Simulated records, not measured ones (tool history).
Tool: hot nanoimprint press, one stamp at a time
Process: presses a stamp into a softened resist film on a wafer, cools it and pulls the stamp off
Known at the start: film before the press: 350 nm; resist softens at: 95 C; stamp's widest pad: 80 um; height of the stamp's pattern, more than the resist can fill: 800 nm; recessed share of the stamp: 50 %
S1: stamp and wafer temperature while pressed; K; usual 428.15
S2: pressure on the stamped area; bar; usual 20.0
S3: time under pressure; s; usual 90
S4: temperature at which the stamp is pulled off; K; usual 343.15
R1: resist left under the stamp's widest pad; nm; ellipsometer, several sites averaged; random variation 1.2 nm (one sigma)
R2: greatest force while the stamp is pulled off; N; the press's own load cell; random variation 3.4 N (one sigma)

{"run": 1, "hour": 0.0, "S1": 428.15, "S2": 20.0, "S3": 90, "S4": 343.15, "R1": 168.6, "R2": 177}
{"run": 2, "hour": 28.3, "S1": 428.15, "S2": 20.0, "S3": 90, "S4": 336.15, "R1": 165.1, "R2": 197}
{"hour": 50.0, "done": "plate thermocouple calibrated"}
{"run": 3, "hour": 64.1, "S1": 428.15, "S2": 21.1, "S3": 90, "S4": 343.15, "R1": 161.3, "R2": 185}
{"hour": 78.2, "done": "stamp cleaned and given a new release coat"}
{"run": 4, "hour": 104.5, "S1": 436.15, "S2": 20.0, "S3": 90, "S4": 343.15, "R1": 99.1, "R2": 156}
{"hour": 135.2, "done": "press's hydraulic seals changed and the load cell set to zero"}
{"run": 5, "hour": 154.3, "S1": 428.15, "S2": 20.0, "S3": 90, "S4": 332.15, "R1": 162.5, "R2": 193}
{"run": 6, "hour": 181.3, "S1": 428.15, "S2": 20.0, "S3": 90, "S4": 332.15, "R1": 160.2, "R2": 205}
{"run": 7, "hour": 209.4, "S1": 428.15, "S2": 20.0, "S3": 90, "S4": 332.15, "R1": 161.0, "R2": 197}
{"run": 8, "hour": 260.1, "S1": 428.15, "S2": 20.0, "S3": 90, "S4": 332.15, "R1": 156.8, "R2": 201}
{"hour": 290.4, "done": "stamp cleaned and given a new release coat"}
{"run": 9, "hour": 303.5, "S1": 428.15, "S2": 12.9, "S3": 90, "S4": 332.15, "R1": 186.9, "R2": 185}
{"hour": 319.5, "done": "plate thermocouple calibrated, once more"}
{"run": 10, "hour": 339.3, "S1": 428.15, "S2": 21.8, "S3": 90, "S4": 332.15, "R1": 184.2, "R2": 194}
{"run": 11, "hour": 389.3, "S1": 428.15, "S2": 21.8, "S3": 90, "S4": 332.15, "R1": 182.4, "R2": 204}
{"run": 12, "hour": 410.2, "S1": 423.15, "S2": 20.0, "S3": 90, "S4": 343.15, "R1": 244.5, "R2": 184}
{"run": 13, "hour": 436.9, "S1": 428.15, "S2": 20.0, "S3": 90, "S4": 343.15, "R1": 187.4, "R2": 180}
{"run": 14, "hour": 477.3, "S1": 428.15, "S2": 20.0, "S3": 90, "S4": 343.15, "R1": 185.8, "R2": 189}
{"hour": 499.1, "done": "stamp cleaned and given a new release coat"}
{"run": 15, "hour": 523.8, "S1": 428.15, "S2": 20.0, "S3": 90, "S4": 343.15, "R1": 185.8, "R2": 168}
{"run": 16, "hour": 547.6, "S1": 417.15, "S2": 15.6, "S3": 75, "S4": 335.15, "R1": 312.5, "R2": 187}
{"run": 17, "hour": 573.9, "S1": 428.15, "S2": 21.8, "S3": 115, "S4": 346.15, "R1": 162.1, "R2": 167}

The next listed run, before its measurement:
{"run": 18, "hour": 601.5, "S1": 434.15, "S2": 32.0, "S3": 120, "S4": 338.15, "R1": "?", "R2": "?"}

Run 18 gave R1 89.6 nm, R2 190 N.
Without the tool's hidden state the same run would have given R1 92.8 nm, R2 175 N.

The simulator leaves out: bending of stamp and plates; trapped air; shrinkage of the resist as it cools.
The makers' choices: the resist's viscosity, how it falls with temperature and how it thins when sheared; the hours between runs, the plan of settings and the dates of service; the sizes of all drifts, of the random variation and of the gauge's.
